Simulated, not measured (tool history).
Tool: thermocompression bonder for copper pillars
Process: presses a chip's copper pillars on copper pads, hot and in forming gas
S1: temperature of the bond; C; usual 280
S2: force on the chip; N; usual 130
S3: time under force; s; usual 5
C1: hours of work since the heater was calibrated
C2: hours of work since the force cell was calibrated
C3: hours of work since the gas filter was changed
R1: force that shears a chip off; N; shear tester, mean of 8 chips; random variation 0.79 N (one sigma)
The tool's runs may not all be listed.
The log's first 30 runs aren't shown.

run 31 hour=373.7 | S1=280 S2=130 S3=6 | C1=759 C2=8 C3=30 | R1=73.7
run 32 hour=381.9 | S1=280 S2=145 S3=10 | C1=764 C2=14 C3=36 | R1=95.6
run 33 hour=397.1 | S1=280 S2=145 S3=10 | C1=773 C2=23 C3=45 | R1=94
run 34 hour=406.9 | S1=295 S2=145 S3=10 | C1=780 C2=29 C3=51 | R1=111.7
run 35 hour=417.7 | S1=263 S2=130 S3=11 | C1=786 C2=36 C3=58 | R1=71.1
run 36 hour=430.2 | S1=263 S2=130 S3=11 | C1=794 C2=44 C3=66 | R1=71.9
run 37 hour=444.9 | S1=296 S2=81 S3=7 | C1=804 C2=53 C3=75 | R1=66.2
run 38 hour=453.2 | S1=296 S2=81 S3=7 | C1=809 C2=58 C3=80 | R1=66.7
run 39 hour=469.3 | S1=296 S2=81 S3=7 | C1=819 C2=69 C3=91 | R1=67.4
run 40 hour=481.4 | S1=293 S2=81 S3=3 | C1=827 C2=76 C3=98 | R1=45.9
run 41 hour=490.5 | S1=257 S2=81 S3=3 | C1=832 C2=82 C3=104 | R1=25.3

3 ways to go on from here, each from the tool as it stands after run 41. What would each give?
run A hour=504.5 | S1=280 S2=102 S3=5 | C1=841 C2=91 C3=113 | R1=?
run B hour=504.5 | S1=304 S2=83 S3=3 | C1=841 C2=91 C3=113 | R1=?
run C hour=504.5 | S1=280 S2=130 S3=12 | C1=841 C2=91 C3=113 | R1=?

run=A R1=57.3
run=B R1=55.3
run=C R1=93.4
Without the tool's hidden state the same runs would have given:
run=A R1=50.2
run=B R1=48.9
run=C R1=84.3

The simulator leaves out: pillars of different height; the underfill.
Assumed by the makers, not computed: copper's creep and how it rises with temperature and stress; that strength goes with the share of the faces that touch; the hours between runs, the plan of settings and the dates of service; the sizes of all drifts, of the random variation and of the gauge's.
